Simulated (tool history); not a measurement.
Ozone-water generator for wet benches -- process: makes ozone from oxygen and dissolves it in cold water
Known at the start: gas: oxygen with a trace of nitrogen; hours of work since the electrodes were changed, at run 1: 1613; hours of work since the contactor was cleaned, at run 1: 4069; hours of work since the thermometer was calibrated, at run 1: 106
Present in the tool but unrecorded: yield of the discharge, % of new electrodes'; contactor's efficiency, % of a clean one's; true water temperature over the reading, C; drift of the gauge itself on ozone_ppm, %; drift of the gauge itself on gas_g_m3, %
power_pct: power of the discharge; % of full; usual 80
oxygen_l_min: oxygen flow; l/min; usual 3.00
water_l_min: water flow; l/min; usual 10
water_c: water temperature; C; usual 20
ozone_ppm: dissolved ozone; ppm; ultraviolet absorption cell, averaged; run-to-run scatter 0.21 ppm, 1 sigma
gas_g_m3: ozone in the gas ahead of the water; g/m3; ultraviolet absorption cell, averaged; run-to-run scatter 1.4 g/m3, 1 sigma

run    hour  power_pct  oxygen_l_min  water_l_min  water_c  hours of work since the electrodes were changed  hours of work since the contactor was cleaned  hours of work since the thermometer was calibrated  ozone_ppm  gas_g_m3
  1     0.0         80          3.00           10       20                                             1613                                           4069                                                 106       27.3     236.5
  2    66.0         80          3.00           10       20                                             1675                                           4131                                                 169       27.0     236.3
  3   149.2         80          3.00           10       20                                             1754                                           4210                                                 248       27.1     234.5
  4   211.2         80          3.00           10       20                                             1813                                           4269                                                 307       26.5     233.1
  5   270.3         80          3.00           10       20                                             1869                                           4325                                                 363       26.7     235.8
  6   340.1         80          3.00           10       20                                             1935                                           4391                                                 429       26.6     232.2
  7   392.0         80          3.00           10       20                                             1984                                           4440                                                 478       26.7     234.6
  8   492.2         80          3.00           10       20                                             2080                                           4536                                                 573       26.3     235.0
  9   573.3         80          3.00           10       20                                             2156                                           4612                                                 650       26.2     231.6
 10   630.4         80          3.00           10       20                                             2211                                           4667                                                 704       26.2     234.3
 11   712.3         80          3.00           13       20                                             2288                                           4744                                                 782       21.1     231.1
 12   784.9         80          3.00           13       20                                             2357                                           4813                                                 851       21.0     230.3
 13   887.4         80          3.00           13       20                                             2454                                           4910                                                 948       21.1     228.6
 14   987.8         71          3.00           13       20                                             2550                                           5006                                                1044       19.5     214.7
 15  1039.6         75          2.09           12       12                                             2599                                           5055                                                1093       22.6     259.9
 16  1121.6         76          3.77           10       20                                             2677                                           5133                                                1170       24.9     198.1
 17  1206.8         53          2.25           11       19                                             2757                                           5213                                                1251       18.5     204.0
 18  1294.1         88          2.25           11       21                                             2840                                           5296                                                1334       23.9     271.6
 19  1356.1         67          4.26           10       20                                             2899                                           5355                                                1393       22.9     173.4
 20  1459.3         72          2.58           10       20                                             2997                                           5453                                                1491       23.5     229.3
 21  1563.0         72          2.58           10       20                                             3095                                           5551                                                1589       23.2     226.5
 22  1626.0         72          2.58           10       20                                             3155                                           5611                                                1649       23.3     225.0
 23  1679.8         81          3.00            9       13                                             3206                                           5662                                                1700       30.5     223.5
 24  1771.9         82          3.00           15       26                                             3293                                           5749                                                1787       16.6     224.7
 25  1829.9         80          2.27           10       22                                             3348                                           5804                                                1842       23.4     250.4
 26  1913.4         90          2.58           10       20                                             3428                                           5884                                                1922       25.9     252.8
 27  2002.8         80          3.00           13       26                                             3512                                           5968                                                2006       18.2     220.7

Branching from run 27: 4 alternative next runs. What would each branch give?
  A  2059.6         52          3.00           14       20                                             3566                                           6022                                                2060          ?         ?
  B  2059.6         70          3.20            8       26                                             3566                                           6022                                                2060          ?         ?
  C  2059.6         90          1.53           10       20                                             3566                                           6022                                                2060          ?         ?
  D  2059.6         45          3.00           10       26                                             3566                                           6022                                                2060          ?         ?

run  ozone_ppm  gas_g_m3
  A       14.6     174.4
  B       23.3     198.3
  C       24.1     317.7
  D       16.0     160.8
Had the tool no hidden state, the same runs would have come out as:
run  ozone_ppm  gas_g_m3
  A       17.6     193.6
  B       28.4     224.9
  C       30.0     366.8
  D       18.9     176.6
